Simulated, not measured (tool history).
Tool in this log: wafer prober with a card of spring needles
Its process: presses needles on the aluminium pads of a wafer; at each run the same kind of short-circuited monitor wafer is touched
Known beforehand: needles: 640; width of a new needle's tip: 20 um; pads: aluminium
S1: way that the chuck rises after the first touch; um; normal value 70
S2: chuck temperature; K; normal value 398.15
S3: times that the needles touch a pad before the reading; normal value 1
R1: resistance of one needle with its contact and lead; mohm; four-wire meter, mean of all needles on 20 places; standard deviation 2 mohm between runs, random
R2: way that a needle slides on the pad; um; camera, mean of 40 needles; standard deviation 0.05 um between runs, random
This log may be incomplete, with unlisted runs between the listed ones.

Run 1, day 0: usual settings. Result: R1 221 mohm, R2 15.61 um.
At day 0.533: tips cleaned on abrasive film.
Run 2, day 0.908: usual settings but S3 2. Result: R1 222 mohm, R2 15.55 um.
At day 1.033: tips cleaned on abrasive film.
At day 1.604: tips cleaned on abrasive film.
At day 2.179: tips cleaned on abrasive film.
Run 3, day 2.179: usual settings but S3 2. Result: R1 218 mohm, R2 15.69 um.
At day 2.738: tips cleaned on abrasive film.
Run 4, day 3.092: usual settings but S3 2. Result: R1 222 mohm, R2 15.7 um.
At day 3.271: tips cleaned on abrasive film.
At day 3.85: tips cleaned on abrasive film.
At day 4.404: tips cleaned on abrasive film.
Run 5, day 4.517: usual settings but S3 2. Result: R1 219 mohm, R2 15.78 um.
At day 4.958: tips cleaned on abrasive film.
At day 5.496: tips cleaned on abrasive film.
At day 6.058: tips cleaned on abrasive film.
Run 6, day 6.104: usual settings but S3 2. Result: R1 220 mohm, R2 15.74 um.
At day 6.608: tips cleaned on abrasive film.
At day 7.158: tips cleaned on abrasive film.
Run 7, day 7.508: usual settings. Result: R1 224 mohm, R2 15.62 um.
At day 7.75: tips cleaned on abrasive film.
At day 8.292: tips cleaned on abrasive film.
Run 8, day 8.362: usual settings. Result: R1 226 mohm, R2 15.63 um.
At day 8.846: tips cleaned on abrasive film.
At day 9.433: tips cleaned on abrasive film.
At day 9.917: tips cleaned on abrasive film.
Run 9, day 10.054: usual settings but S2 381.15 K. Result: R1 215 mohm, R2 15.71 um.
At day 10.417: tips cleaned on abrasive film.
Run 10, day 10.867: usual settings but S2 368.15 K. Result: R1 217 mohm, R2 15.7 um.
At day 10.992: tips cleaned on abrasive film.
At day 11.538: tips cleaned on abrasive film.
At day 12.104: tips cleaned on abrasive film.
At day 12.612: tips cleaned on abrasive film.
Run 11, day 12.612: usual settings. Result: R1 222 mohm, R2 15.7 um.
At day 13.204: tips cleaned on abrasive film.
At day 13.729: tips cleaned on abrasive film.
Run 12, day 14.112: usual settings. Result: R1 223 mohm, R2 15.57 um.
At day 14.308: tips cleaned on abrasive film.
At day 14.912: tips cleaned on abrasive film.
At day 15.492: tips cleaned on abrasive film.
Run 13, day 15.95: usual settings. Result: R1 222 mohm, R2 15.77 um.
At day 16.071: tips cleaned on abrasive film.
At day 16.55: height of the first contact set anew.
At day 16.675: tips cleaned on abrasive film.
At day 17.233: tips cleaned on abrasive film.
At day 17.771: tips cleaned on abrasive film.
Run 14, day 17.771: usual settings. Result: R1 222 mohm, R2 15.7 um.
At day 18.329: tips cleaned on abrasive film.
At day 18.812: tips cleaned on abrasive film.
Run 15, day 18.812: usual settings. Result: R1 222 mohm, R2 15.63 um.
At day 19.388: tips cleaned on abrasive film.
At day 19.967: tips cleaned on abrasive film.
Run 16, day 20.121: usual settings. Result: R1 220 mohm, R2 15.54 um.
At day 20.483: tips cleaned on abrasive film.
At day 21.083: tips cleaned on abrasive film.
At day 21.629: tips cleaned on abrasive film.
Run 17, day 21.654: usual settings. Result: R1 223 mohm, R2 15.68 um.
At day 22.2: tips cleaned on abrasive film.
At day 22.771: tips cleaned on abrasive film.
Run 18, day 22.771: usual settings. Result: R1 221 mohm, R2 15.58 um.
At day 23.288: tips cleaned on abrasive film.
Run 19, day 23.708: usual settings but S3 2. Result: R1 220 mohm, R2 15.62 um.
At day 23.804: tips cleaned on abrasive film.
At day 24.346: tips cleaned on abrasive film.
At day 24.888: tips cleaned on abrasive film.
Run 20, day 24.888: usual settings but S3 2. Result: R1 218 mohm, R2 15.65 um.
At day 25.475: tips cleaned on abrasive film.
Run 21, day 25.762: usual settings but S3 2. Result: R1 218 mohm, R2 15.69 um.
At day 25.988: tips cleaned on abrasive film.
At day 26.508: tips cleaned on abrasive film.
At day 27.062: tips cleaned on abrasive film.
Run 22, day 27.117: usual settings but S3 2. Result: R1 224 mohm, R2 15.67 um.
At day 27.571: tips cleaned on abrasive film.
At day 28.079: tips cleaned on abrasive film.
Run 23, day 28.362: usual settings but S1 57 um, S2 333.15 K, S3 2. Result: R1 208 mohm, R2 12.77 um.
At day 28.604: tips cleaned on abrasive film.
At day 29.171: tips cleaned on abrasive film.
Run 24, day 29.188: usual settings but S1 66 um, S2 307.15 K, S3 2. Result: R1 201 mohm, R2 14.75 um.
At day 29.667: tips cleaned on abrasive film.
At day 30.229: tips cleaned on abrasive film.
At day 30.829: tips cleaned on abrasive film.
Run 25, day 31.025: usual settings but S1 66 um, S2 307.15 K, S3 2. Result: R1 203 mohm, R2 14.68 um.
At day 31.329: tips cleaned on abrasive film.
At day 31.933: tips cleaned on abrasive film.
Run 26, day 31.954: usual settings but S1 81 um, S2 302.15 K, S3 2. Result: R1 198 mohm, R2 18.07 um.
At day 32.421: tips cleaned on abrasive film.
At day 32.967: tips cleaned on abrasive film.
At day 33.479: tips cleaned on abrasive film.
Run 27, day 33.788: usual settings but S1 81 um, S2 302.15 K, S3 2. Result: R1 196 mohm, R2 18.11 um.
At day 34.029: tips cleaned on abrasive film.
At day 34.592: tips cleaned on abrasive film.
At day 35.179: tips cleaned on abrasive film.
Run 28, day 35.196: usual settings but S1 75 um. Result: R1 220 mohm, R2 16.72 um.
At day 35.729: tips cleaned on abrasive film.
At day 36.275: tips cleaned on abrasive film.
Run 29, day 36.512: usual settings but S1 75 um. Result: R1 220 mohm, R2 16.82 um.

Consider 3 possible next runs. They are alternatives, not a sequence: every one starts from the tool as it was left by run 29. What does each give?
At day 36.867: tips cleaned on abrasive film.
At day 37.425: tips cleaned on abrasive film.
At day 38.029: tips cleaned on abrasive film.
Run A, day 38.1: usual settings but S1 75 um, S3 2. Result: R1 ?, R2 ?.
At day 36.867: tips cleaned on abrasive film.
At day 37.425: tips cleaned on abrasive film.
At day 38.029: tips cleaned on abrasive film.
Run B, day 38.1: usual settings but S1 53 um. Result: R1 ?, R2 ?.
At day 36.867: tips cleaned on abrasive film.
At day 37.425: tips cleaned on abrasive film.
At day 38.029: tips cleaned on abrasive film.
Run C, day 38.1: usual settings but S2 387.15 K. Result: R1 ?, R2 ?.

run   R1     R2
  A  221  16.83
  B  229  11.86
  C  222  15.63
Without the tool's hidden state the same runs would have given:
run   R1     R2
  A  221  16.83
  B  229  11.86
  C  221  15.63
